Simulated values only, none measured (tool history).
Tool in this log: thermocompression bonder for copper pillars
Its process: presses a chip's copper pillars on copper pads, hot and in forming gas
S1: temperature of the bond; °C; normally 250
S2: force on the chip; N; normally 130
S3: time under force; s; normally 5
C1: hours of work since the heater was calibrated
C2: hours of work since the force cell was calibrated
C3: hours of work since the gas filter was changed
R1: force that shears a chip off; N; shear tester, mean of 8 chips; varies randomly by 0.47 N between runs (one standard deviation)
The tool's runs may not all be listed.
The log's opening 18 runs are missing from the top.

run	hour	S1	S2	S3	C1	C2	C3	R1
19	124.4	250	130	4	295	185	220	42.7
20	130.4	250	126	4	298	189	223	41.7
21	137.0	250	130	4	302	192	226	42.4
22	142.0	267	130	9	305	195	229	71.1
23	150.7	267	130	9	309	199	234	70.8
24	159.1	272	130	5	314	204	238	60.9
25	163.7	272	130	5	316	206	240	61.7
26	171.4	227	130	5	320	210	245	33.4
27	176.3	274	170	11	323	213	247	95.8
28	184.9	240	167	8	328	218	252	61.5
29	192.3	240	167	8	331	222	256	62.2
30	196.4	250	94	4	334	224	258	31.2
31	201.9	250	177	3	337	227	261	51.2
32	208.5	250	149	6	340	230	264	56.1
33	214.0	250	149	6	343	233	267	56.5
34	219.4	276	190	5	346	236	270	84.7
35	225.6	259	130	7	349	239	274	59.2
36	229.6	241	140	4	351	242	276	40.5
37	238.8	268	130	5	356	246	281	57.1
38	248.3	245	130	4	361	252	286	38.5
39	253.5	277	185	11	364	254	288	100.0
40	262.8	250	104	5	369	259	293	35.9

Each row is a separate what-if for the run after 40, all from the same tool condition, not one after another. Results?
A	267.5	223	104	5	372	262	296	?
B	267.5	235	123	4	372	262	296	?
C	267.5	240	117	3	372	262	296	?
D	267.5	253	120	11	372	262	296	?

run	R1
A	23.8
B	31.8
C	29.0
D	58.5
Without the tool's unlogged condition, the same runs would have read:
run	R1
A	25.6
B	34.1
C	31.0
D	62.5
